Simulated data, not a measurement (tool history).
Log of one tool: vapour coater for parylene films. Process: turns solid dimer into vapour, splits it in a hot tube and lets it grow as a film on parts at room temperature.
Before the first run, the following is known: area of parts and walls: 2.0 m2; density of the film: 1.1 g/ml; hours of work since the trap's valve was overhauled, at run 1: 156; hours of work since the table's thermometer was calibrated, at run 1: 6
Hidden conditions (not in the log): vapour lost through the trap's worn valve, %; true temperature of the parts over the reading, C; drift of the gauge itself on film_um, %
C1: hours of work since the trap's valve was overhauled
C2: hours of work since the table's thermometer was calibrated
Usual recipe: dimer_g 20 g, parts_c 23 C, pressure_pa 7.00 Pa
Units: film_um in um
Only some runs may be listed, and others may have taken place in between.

Run 1, hour 0.0: usual settings; C1 156; C2 6. Result: film_um 5.88 um.
Run 2, hour 21.8: usual settings; C1 168; C2 18. Result: film_um 5.83 um.
Run 3, hour 38.4: usual settings; C1 177; C2 27. Result: film_um 5.78 um.
Run 4, hour 49.5: usual settings; C1 183; C2 33. Result: film_um 5.84 um.
Run 5, hour 65.1: usual settings; C1 191; C2 42. Result: film_um 5.82 um.
Run 6, hour 89.4: usual settings but pressure_pa 7.16 Pa; C1 204; C2 55. Result: film_um 5.66 um.
Run 7, hour 111.3: usual settings but pressure_pa 7.16 Pa; C1 216; C2 67. Result: film_um 5.74 um.
Run 8, hour 124.4: usual settings but pressure_pa 7.72 Pa; C1 223; C2 74. Result: film_um 5.56 um.
Run 9, hour 141.3: usual settings but dimer_g 14 g, pressure_pa 7.72 Pa; C1 232; C2 83. Result: film_um 3.93 um.
Run 10, hour 152.0: usual settings but pressure_pa 2.75 Pa; C1 238; C2 89. Result: film_um 6.50 um.
At hour 157.6: trap's valve overhauled.
Run 11, hour 168.3: usual settings but pressure_pa 2.75 Pa; C1 6; C2 96. Result: film_um 6.03 um.
Run 12, hour 187.2: usual settings but dimer_g 11 g, parts_c 19 C, pressure_pa 2.75 Pa; C1 16; C2 106. Result: film_um 4.01 um.
Run 13, hour 210.1: usual settings but dimer_g 11 g, parts_c 20 C, pressure_pa 2.75 Pa; C1 29; C2 118. Result: film_um 3.80 um.
Run 14, hour 221.9: usual settings but parts_c 26 C, pressure_pa 8.29 Pa; C1 35; C2 125. Result: film_um 4.52 um.
At hour 231.4: trap's valve overhauled, once more.
Run 15, hour 249.2: usual settings but dimer_g 36 g, parts_c 27 C, pressure_pa 9.85 Pa; C1 10; C2 137. Result: film_um 9.07 um.
Run 16, hour 263.1: usual settings but dimer_g 17 g, parts_c 27 C, pressure_pa 11.73 Pa; C1 17; C2 145. Result: film_um 4.14 um.
Run 17, hour 274.1: usual settings but dimer_g 17 g, parts_c 27 C, pressure_pa 11.73 Pa; C1 23; C2 151. Result: film_um 4.06 um.
Run 18, hour 289.4: usual settings but dimer_g 17 g, parts_c 27 C, pressure_pa 11.73 Pa; C1 32; C2 159. Result: film_um 4.14 um.
Run 19, hour 310.9: usual settings but dimer_g 32 g, parts_c 17 C, pressure_pa 4.39 Pa; C1 43; C2 171. Result: film_um 13.88 um.
Run 20, hour 331.8: usual settings but dimer_g 9 g, pressure_pa 9.26 Pa; C1 55; C2 182. Result: film_um 2.69 um.
Run 21, hour 355.8: usual settings but dimer_g 23 g; C1 68; C2 195. Result: film_um 7.10 um.
Run 22, hour 369.7: usual settings but dimer_g 23 g; C1 75; C2 203. Result: film_um 7.11 um.

Branching from run 22: 3 alternative next runs. What would each branch give?
Run A, hour 381.1: usual settings but dimer_g 23 g; C1 81; C2 209. Result: film_um ?.
Run B, hour 381.1: usual settings but dimer_g 10 g, parts_c 18 C, pressure_pa 8.29 Pa; C1 81; C2 209. Result: film_um ?.
Run C, hour 381.1: usual settings but dimer_g 23 g, parts_c 33 C, pressure_pa 8.00 Pa; C1 81; C2 209. Result: film_um ?.

run  film_um
  A     7.14
  B     3.79
  C     4.34
The same runs, with their run-to-run variation unchanged, on a tool lacking any hidden condition would have given:
run  film_um
  A     7.30
  B     3.87
  C     4.44
